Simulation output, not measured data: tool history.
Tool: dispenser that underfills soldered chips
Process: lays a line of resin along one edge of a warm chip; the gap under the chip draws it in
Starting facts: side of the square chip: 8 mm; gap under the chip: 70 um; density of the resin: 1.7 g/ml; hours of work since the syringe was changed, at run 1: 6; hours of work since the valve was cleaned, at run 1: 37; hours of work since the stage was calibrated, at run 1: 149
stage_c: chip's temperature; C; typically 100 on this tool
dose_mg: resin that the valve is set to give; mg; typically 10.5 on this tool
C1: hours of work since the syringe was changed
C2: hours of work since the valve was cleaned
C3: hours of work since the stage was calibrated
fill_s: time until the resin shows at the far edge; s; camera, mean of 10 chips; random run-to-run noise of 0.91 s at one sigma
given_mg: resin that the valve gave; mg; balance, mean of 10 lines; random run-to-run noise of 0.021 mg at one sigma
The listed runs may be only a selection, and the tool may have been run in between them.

run 1 hour=0 | stage_c=100 dose_mg=10.5 | C1=6 C2=37 C3=149 | fill_s=143.8 given_mg=10.24
-- hour=4.9 new syringe of resin
run 2 hour=4.9 | stage_c=100 dose_mg=10.5 | C1=0 C2=40 C3=152 | fill_s=84.4 given_mg=10.23
run 3 hour=10.8 | stage_c=100 dose_mg=10.5 | C1=4 C2=44 C3=155 | fill_s=120.6 given_mg=10.21
-- hour=19.1 new syringe of resin
run 4 hour=19.1 | stage_c=100 dose_mg=10.5 | C1=0 C2=49 C3=160 | fill_s=87.1 given_mg=10.18
-- hour=23.2 dispensing valve cleaned and set on the balance
run 5 hour=24.1 | stage_c=100 dose_mg=10.5 | C1=3 C2=1 C3=163 | fill_s=108.6 given_mg=10.52
run 6 hour=29.9 | stage_c=100 dose_mg=10.5 | C1=6 C2=4 C3=167 | fill_s=148.1 given_mg=10.51
-- hour=34.3 new syringe of resin
run 7 hour=35.8 | stage_c=100 dose_mg=10.5 | C1=1 C2=8 C3=170 | fill_s=93.7 given_mg=10.47
run 8 hour=41.5 | stage_c=100 dose_mg=10.5 | C1=5 C2=11 C3=174 | fill_s=123.8 given_mg=10.43
run 9 hour=45.6 | stage_c=100 dose_mg=10.5 | C1=7 C2=14 C3=176 | fill_s=157.8 given_mg=10.46
-- hour=48.8 new syringe of resin
run 10 hour=51.7 | stage_c=100 dose_mg=12.8 | C1=2 C2=18 C3=180 | fill_s=97 given_mg=12.66
run 11 hour=55.3 | stage_c=100 dose_mg=12.8 | C1=4 C2=20 C3=182 | fill_s=115.9 given_mg=12.62
run 12 hour=62.1 | stage_c=100 dose_mg=12.8 | C1=8 C2=24 C3=187 | fill_s=169.8 given_mg=12.63
-- hour=63.1 new syringe of resin
run 13 hour=70.6 | stage_c=100 dose_mg=10.5 | C1=5 C2=29 C3=192 | fill_s=127.9 given_mg=10.29
run 14 hour=74.8 | stage_c=100 dose_mg=10.4 | C1=7 C2=32 C3=194 | fill_s=164.7 given_mg=10.19
-- hour=77.1 new syringe of resin
run 15 hour=80.5 | stage_c=100 dose_mg=10.5 | C1=2 C2=36 C3=198 | fill_s=103.7 given_mg=10.28
run 16 hour=88.2 | stage_c=100 dose_mg=10.5 | C1=7 C2=40 C3=203 | fill_s=156.1 given_mg=10.19
-- hour=91 new syringe of resin
run 17 hour=94.7 | stage_c=100 dose_mg=10.5 | C1=2 C2=44 C3=207 | fill_s=103.7 given_mg=10.18
run 18 hour=99.7 | stage_c=100 dose_mg=9.8 | C1=6 C2=47 C3=210 | fill_s=141.5 given_mg=9.52
-- hour=105.2 new syringe of resin
-- hour=106.6 dispensing valve cleaned and set on the balance
run 19 hour=106.6 | stage_c=99 dose_mg=10.1 | C1=0 C2=0 C3=213 | fill_s=93.9 given_mg=10.1
run 20 hour=111.4 | stage_c=94 dose_mg=10.5 | C1=3 C2=3 C3=216 | fill_s=141.9 given_mg=10.48
run 21 hour=119.4 | stage_c=91 dose_mg=11.6 | C1=8 C2=8 C3=221 | fill_s=234.6 given_mg=11.5
-- hour=120.4 new syringe of resin
run 22 hour=127.4 | stage_c=91 dose_mg=11.6 | C1=4 C2=13 C3=226 | fill_s=168.5 given_mg=11.49
run 23 hour=131.2 | stage_c=87 dose_mg=12.2 | C1=7 C2=15 C3=229 | fill_s=235 given_mg=12.06
-- hour=134.8 new syringe of resin
run 24 hour=136.1 | stage_c=110 dose_mg=10.5 | C1=1 C2=18 C3=232 | fill_s=65 given_mg=10.37
run 25 hour=143.7 | stage_c=110 dose_mg=10.5 | C1=6 C2=23 C3=236 | fill_s=100.1 given_mg=10.32
run 26 hour=148 | stage_c=102 dose_mg=10.3 | C1=8 C2=26 C3=239 | fill_s=165.9 given_mg=10.13
-- hour=148.9 new syringe of resin
run 27 hour=154.1 | stage_c=90 dose_mg=8.9 | C1=3 C2=29 C3=243 | fill_s=167.7 given_mg=8.7
run 28 hour=157.8 | stage_c=90 dose_mg=8.9 | C1=6 C2=32 C3=245 | fill_s=202.7 given_mg=8.7
-- hour=162.7 new syringe of resin
run 29 hour=162.9 | stage_c=106 dose_mg=11 | C1=0 C2=35 C3=248 | fill_s=70.3 given_mg=10.71
run 30 hour=169.6 | stage_c=106 dose_mg=10.7 | C1=4 C2=39 C3=252 | fill_s=102.1 given_mg=10.42
-- hour=176.8 new syringe of resin
run 31 hour=178.3 | stage_c=108 dose_mg=12.8 | C1=1 C2=44 C3=258 | fill_s=67.4 given_mg=12.43
run 32 hour=183.7 | stage_c=108 dose_mg=12.8 | C1=4 C2=48 C3=261 | fill_s=92 given_mg=12.36
run 33 hour=187.7 | stage_c=108 dose_mg=12.8 | C1=7 C2=50 C3=264 | fill_s=109.8 given_mg=12.37
-- hour=189.8 dispensing valve cleaned and set on the balance
-- hour=192.1 new syringe of resin
run 34 hour=197.2 | stage_c=112 dose_mg=9.9 | C1=3 C2=4 C3=269 | fill_s=75.6 given_mg=9.88
run 35 hour=203.5 | stage_c=112 dose_mg=8.9 | C1=7 C2=8 C3=273 | fill_s=109 given_mg=8.85
-- hour=206.3 new syringe of resin
run 36 hour=207.7 | stage_c=115 dose_mg=12.1 | C1=1 C2=11 C3=275 | fill_s=54.9 given_mg=12.08

Across each entry between runs, compare the hidden state at the last listed run before it with the hidden state at the first listed run after it:
In the gap between runs 1 and 2: new syringe of resin (hour 4.9)
  resin's viscosity, % of fresh resin's: 162.2 -> 100.8; dose that the valve gives, % of what is set: 97.48 -> 97.29; true chip temperature over the reading, C: 0.03 -> 0.04
  the result without the hidden state subtracted from the measured one, fill_s: +55.4 -> +1.2 s; given_mg: -0.27 -> -0.29 mg
In the gap between runs 3 and 4: new syringe of resin (hour 19.1)
  resin's viscosity, % of fresh resin's: 138.6 -> 101.2; dose that the valve gives, % of what is set: 97.06 -> 96.72; true chip temperature over the reading, C: 0.05 -> 0.07
  the result without the hidden state subtracted from the measured one, fill_s: +34.2 -> +1.5 s; given_mg: -0.31 -> -0.34 mg
In the gap between runs 4 and 5: dispensing valve cleaned and set on the balance (hour 23.2)
  resin's viscosity, % of fresh resin's: 101.2 -> 125.8; dose that the valve gives, % of what is set: 96.72 -> 100.06; true chip temperature over the reading, C: 0.07 -> 0.08
  the result without the hidden state subtracted from the measured one, fill_s: +1.5 -> +22 s; given_mg: -0.34 -> +0.01 mg
In the gap between runs 6 and 7: new syringe of resin (hour 34.3)
  resin's viscosity, % of fresh resin's: 171.9 -> 108.3; dose that the valve gives, % of what is set: 99.81 -> 99.59; true chip temperature over the reading, C: 0.09 -> 0.1
  the result without the hidden state subtracted from the measured one, fill_s: +61.7 -> +7 s; given_mg: -0.02 -> -0.04 mg
In the gap between runs 9 and 10: new syringe of resin (hour 48.8)
  resin's viscosity, % of fresh resin's: 183.5 -> 116.4; dose that the valve gives, % of what is set: 99.18 -> 98.97; true chip temperature over the reading, C: 0.13 -> 0.14
  the result without the hidden state subtracted from the measured one, fill_s: +71.7 -> +13.4 s; given_mg: -0.08 -> -0.14 mg
In the gap between runs 12 and 13: new syringe of resin (hour 63.1)
  resin's viscosity, % of fresh resin's: 203 -> 149.2; dose that the valve gives, % of what is set: 98.56 -> 98.24; true chip temperature over the reading, C: 0.16 -> 0.18
  the result without the hidden state subtracted from the measured one, fill_s: +85.8 -> +41.8 s; given_mg: -0.19 -> -0.19 mg
In the gap between runs 14 and 15: new syringe of resin (hour 77.1)
  resin's viscosity, % of fresh resin's: 186.8 -> 120.5; dose that the valve gives, % of what is set: 98.07 -> 97.84; true chip temperature over the reading, C: 0.19 -> 0.2
  the result without the hidden state subtracted from the measured one, fill_s: +76.4 -> +17.5 s; given_mg: -0.2 -> -0.23 mg
In the gap between runs 16 and 17: new syringe of resin (hour 91)
  resin's viscosity, % of fresh resin's: 182.1 -> 121.4; dose that the valve gives, % of what is set: 97.5 -> 97.26; true chip temperature over the reading, C: 0.22 -> 0.23
  the result without the hidden state subtracted from the measured one, fill_s: +70.2 -> +18.2 s; given_mg: -0.26 -> -0.29 mg
In the gap between runs 18 and 19: new syringe of resin (hour 105.2); dispensing valve cleaned and set on the balance (hour 106.6)
  resin's viscosity, % of fresh resin's: 159 -> 102.8; dose that the valve gives, % of what is set: 97.05 -> 99.82; true chip temperature over the reading, C: 0.24 -> 0.25
  the result without the hidden state subtracted from the measured one, fill_s: +52.6 -> +1.9 s; given_mg: -0.29 -> -0.01 mg
In the gap between runs 21 and 22: new syringe of resin (hour 120.4)
  resin's viscosity, % of fresh resin's: 205.6 -> 146.9; dose that the valve gives, % of what is set: 99.28 -> 98.98; true chip temperature over the reading, C: 0.28 -> 0.3
  the result without the hidden state subtracted from the measured one, fill_s: +119.4 -> +52.7 s; given_mg: -0.08 -> -0.11 mg
In the gap between runs 23 and 24: new syringe of resin (hour 134.8)
  resin's viscosity, % of fresh resin's: 180.3 -> 108.6; dose that the valve gives, % of what is set: 98.83 -> 98.65; true chip temperature over the reading, C: 0.3 -> 0.32
  the result without the hidden state subtracted from the measured one, fill_s: +103.5 -> +4.7 s; given_mg: -0.14 -> -0.14 mg
In the gap between runs 26 and 27: new syringe of resin (hour 148.9)
  resin's viscosity, % of fresh resin's: 205.8 -> 129.9; dose that the valve gives, % of what is set: 98.14 -> 97.88; true chip temperature over the reading, C: 0.34 -> 0.35
  the result without the hidden state subtracted from the measured one, fill_s: +84.6 -> +38.2 s; given_mg: -0.19 -> -0.19 mg
In the gap between runs 28 and 29: new syringe of resin (hour 162.7)
  resin's viscosity, % of fresh resin's: 158.5 -> 101.8; dose that the valve gives, % of what is set: 97.73 -> 97.54; true chip temperature over the reading, C: 0.36 -> 0.37
  the result without the hidden state subtracted from the measured one, fill_s: +74.5 -> +0.7 s; given_mg: -0.2 -> -0.27 mg
In the gap between runs 30 and 31: new syringe of resin (hour 176.8)
  resin's viscosity, % of fresh resin's: 145.8 -> 107; dose that the valve gives, % of what is set: 97.29 -> 96.93; true chip temperature over the reading, C: 0.39 -> 0.4
  the result without the hidden state subtracted from the measured one, fill_s: +31.5 -> +3.8 s; given_mg: -0.29 -> -0.39 mg
In the gap between runs 33 and 34: dispensing valve cleaned and set on the balance (hour 189.8); new syringe of resin (hour 192.1)
  resin's viscosity, % of fresh resin's: 177.5 -> 130.9; dose that the valve gives, % of what is set: 96.55 -> 99.8; true chip temperature over the reading, C: 0.42 -> 0.44
  the result without the hidden state subtracted from the measured one, fill_s: +47.3 -> +17.1 s; given_mg: -0.45 -> -0.02 mg
In the gap between runs 35 and 36: new syringe of resin (hour 206.3)
  resin's viscosity, % of fresh resin's: 183.9 -> 108.9; dose that the valve gives, % of what is set: 99.54 -> 99.4
  the result without the hidden state subtracted from the measured one, fill_s: +49 -> +3.8 s; given_mg: -0.05 -> -0.07 mg
